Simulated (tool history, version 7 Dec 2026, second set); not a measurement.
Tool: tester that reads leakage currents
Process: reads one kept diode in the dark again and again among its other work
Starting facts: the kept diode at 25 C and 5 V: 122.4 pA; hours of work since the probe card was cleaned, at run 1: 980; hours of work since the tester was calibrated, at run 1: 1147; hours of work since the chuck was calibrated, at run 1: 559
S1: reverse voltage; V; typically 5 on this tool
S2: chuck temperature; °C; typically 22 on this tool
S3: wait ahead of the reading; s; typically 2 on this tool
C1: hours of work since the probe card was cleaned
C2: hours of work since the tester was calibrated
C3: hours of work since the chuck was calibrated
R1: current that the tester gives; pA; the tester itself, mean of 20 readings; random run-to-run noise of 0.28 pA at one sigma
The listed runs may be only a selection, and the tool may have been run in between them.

| run | hour | S1 | S2 | S3 | C1 | C2 | C3 | R1 |
|---|---|---|---|---|---|---|---|---|
| 1 | 0 | 5 | 22 | 2 | 980 | 1147 | 559 | 105.63 |
| 2 | 45.6 | 5 | 22 | 2 | 1013 | 1180 | 592 | 106.74 |
| 3 | 74.3 | 5 | 22 | 2 | 1034 | 1201 | 613 | 106.83 |
| 4 | 97.9 | 5 | 22 | 2 | 1051 | 1218 | 630 | 106.82 |
| 5 | 118.6 | 5 | 22 | 2 | 1066 | 1233 | 645 | 108.13 |
| 6 | 141.1 | 5 | 22 | 2 | 1082 | 1249 | 661 | 108.38 |
| 7 | 187.4 | 5 | 22 | 4.55 | 1116 | 1283 | 695 | 108.48 |
| 8 | 208.1 | 5 | 22 | 4.55 | 1131 | 1298 | 710 | 108.72 |
| 9 | 251.5 | 5 | 44 | 2 | 1162 | 1329 | 742 | 809.75 |
| 10 | 273 | 5 | 44 | 2 | 1178 | 1345 | 757 | 811.75 |
| 11 | 313.9 | 10.31 | 22 | 2 | 1208 | 1375 | 787 | 139.76 |
| 12 | 340.1 | 10.31 | 22 | 2 | 1227 | 1394 | 806 | 140.33 |
| 13 | 384.2 | 5 | 22 | 5.47 | 1259 | 1426 | 838 | 111.99 |
| 14 | 422.3 | 5 | 22 | 5.47 | 1286 | 1453 | 865 | 113.54 |
| 15 | 462.7 | 5 | 22 | 5.47 | 1316 | 1483 | 895 | 113.83 |
| 16 | 488.9 | 5 | 30 | 2.16 | 1335 | 1502 | 914 | 244.06 |
| 17 | 515.2 | 5 | 30 | 2.16 | 1354 | 1521 | 933 | 244.76 |
|  | 555.1 | chuck's temperature calibrated |
| 18 | 555.1 | 3.88 | 58 | 3.85 | 1381 | 1548 | 0 | 2029.46 |
| 19 | 602.9 | 1.5 | 34 | 0.69 | 1416 | 1583 | 35 | 200.29 |
| 20 | 636 | 19.1 | 38 | 2 | 1440 | 1607 | 59 | 628.75 |
| 21 | 677.5 | 11.26 | 33 | 6.89 | 1470 | 1637 | 89 | 340.22 |
| 22 | 720 | 11.26 | 33 | 8.4 | 1501 | 1668 | 120 | 344.36 |
| 23 | 743.7 | 11.26 | 33 | 8.4 | 1518 | 1685 | 137 | 343.02 |
| 24 | 780.8 | 11.26 | 26 | 2.79 | 1545 | 1712 | 164 | 180.95 |
| 25 | 819.8 | 11.26 | 26 | 2.79 | 1573 | 1740 | 192 | 182.76 |
| 26 | 846.8 | 2.96 | 22 | 0.32 | 1593 | 1760 | 212 | 85.35 |
| 27 | 875.5 | 5 | 27 | 6.13 | 1613 | 1780 | 232 | 157.12 |

Predict each of these 3 candidate next runs independently; none follows another, all start after run 27:
| A | 912.7 | 1.03 | 28 | 4.77 | 1640 | 1807 | 259 | ? |
| B | 912.7 | 1.19 | 21 | 0.91 | 1640 | 1807 | 259 | ? |
| C | 912.7 | 8.09 | 22 | 2 | 1640 | 1807 | 259 | ? |

| run | R1 |
|---|---|
| A | 107.29 |
| B | 57.04 |
| C | 114.29 |
What these runs would have given with no unlogged condition in the tool:
| run | R1 |
|---|---|
| A | 101.76 |
| B | 53.83 |
| C | 106.77 |

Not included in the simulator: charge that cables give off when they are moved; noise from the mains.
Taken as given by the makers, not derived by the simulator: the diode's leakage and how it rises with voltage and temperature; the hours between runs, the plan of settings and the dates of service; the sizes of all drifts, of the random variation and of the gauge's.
